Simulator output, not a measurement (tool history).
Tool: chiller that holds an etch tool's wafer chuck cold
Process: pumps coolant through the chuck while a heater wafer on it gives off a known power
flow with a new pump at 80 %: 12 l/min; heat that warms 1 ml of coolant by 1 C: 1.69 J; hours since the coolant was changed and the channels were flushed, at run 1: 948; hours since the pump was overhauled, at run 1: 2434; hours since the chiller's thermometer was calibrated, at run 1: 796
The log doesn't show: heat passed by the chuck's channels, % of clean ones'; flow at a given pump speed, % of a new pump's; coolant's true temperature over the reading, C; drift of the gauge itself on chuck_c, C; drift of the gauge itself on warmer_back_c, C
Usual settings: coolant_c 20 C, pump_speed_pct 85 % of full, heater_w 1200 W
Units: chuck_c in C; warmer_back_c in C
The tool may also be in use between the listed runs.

run,hour,coolant_c,pump_speed_pct,heater_w,hours since the coolant was changed and the channels were flushed,hours since the pump was overhauled,hours since the chiller's thermometer was calibrated,chuck_c,warmer_back_c
1,0,20,85,1200,948,2434,796,28.5,3.65
2,38.1,20,85,1200,986,2472,834,28.6,3.62
3,81.5,20,85,1200,1030,2516,878,28.7,3.67
4,123.9,20,85,1200,1072,2558,920,28.7,3.63
5,158.9,20,85,1200,1107,2593,955,28.8,3.61
6,219.1,20,85,1200,1167,2653,1015,28.8,3.61
7,274.2,20,85,1200,1222,2708,1070,28.8,3.73
8,324.4,20,85,1200,1273,2759,1121,28.7,3.67
9,375.5,11,85,1200,1324,2810,1172,19.6,3.69
10,414.8,11,85,1200,1363,2849,1211,19.7,3.75
11,457.4,11,85,1200,1406,2892,1253,19.5,3.7
12,496.3,20,73,1200,1444,2930,1292,30.1,4.38
13,524.1,20,82,1200,1472,2958,1320,29,3.84
14,555.5,16,85,1200,1504,2990,1352,24.9,3.68
15,601.8,16,85,1200,1550,3036,1398,24.6,3.66
16,632,16,85,1200,1580,3066,1428,24.7,3.72
17,681.2,25,85,1200,1629,3115,1477,34,3.74
18,710.1,28,80,1550,1658,3144,1506,40.1,5.16
19,744.8,28,80,1550,1693,3179,1541,40.2,5.09
20,784,13,93,1242,1732,3218,1580,21.5,3.43
21,839.1,13,93,1242,1787,3273,1635,21.4,3.53
22,886.6,20,80,659,1835,3321,1683,25,2.12
23,927.7,23,87,676,1876,3362,1724,27.9,2.09
24,970.7,30,85,676,1919,3405,1767,34.9,2.14
25,1030.5,20,65,1327,1979,3465,1827,32.8,5.55
26,1057.5,20,92,947,2006,3492,1854,26.6,2.72
27,1110.9,19,94,947,2059,3545,1907,25.6,2.72
28,1149.5,19,94,947,2098,3584,1946,25.4,2.71
29,1185.2,12,100,694,2133,3619,1981,16.5,1.85
30,1215.6,12,100,694,2164,3650,2012,16.7,1.82
31,1268.2,22,85,1410,2216,3702,2064,32.6,4.49

Some steps in chuck_c between neighbouring runs. How much of each would the tool show without its hidden state too (settings, what came in, random variation), and how much is left for the hidden state, with any gauge scatter that isn't in both results?
Run 11 -> 12: coolant_c 11 -> 20, pump_speed_pct 85 -> 73. chuck_c +10.6 C: hidden state +0.1, all else +10.5.
Run 19 -> 20: coolant_c 28 -> 13, pump_speed_pct 80 -> 93, heater_w 1550 -> 1242. chuck_c -18.7 C: hidden state -0.4, all else -18.3.
Run 24 -> 25: coolant_c 30 -> 20, pump_speed_pct 85 -> 65, heater_w 676 -> 1327. chuck_c -2.1 C: hidden state +1, all else -3.1.
Run 25 -> 26: pump_speed_pct 65 -> 92, heater_w 1327 -> 947. chuck_c -6.2 C: hidden state -0.8, all else -5.4.
Run 30 -> 31: coolant_c 12 -> 22, pump_speed_pct 100 -> 85, heater_w 694 -> 1410. chuck_c +15.9 C: hidden state +0.9, all else +15.

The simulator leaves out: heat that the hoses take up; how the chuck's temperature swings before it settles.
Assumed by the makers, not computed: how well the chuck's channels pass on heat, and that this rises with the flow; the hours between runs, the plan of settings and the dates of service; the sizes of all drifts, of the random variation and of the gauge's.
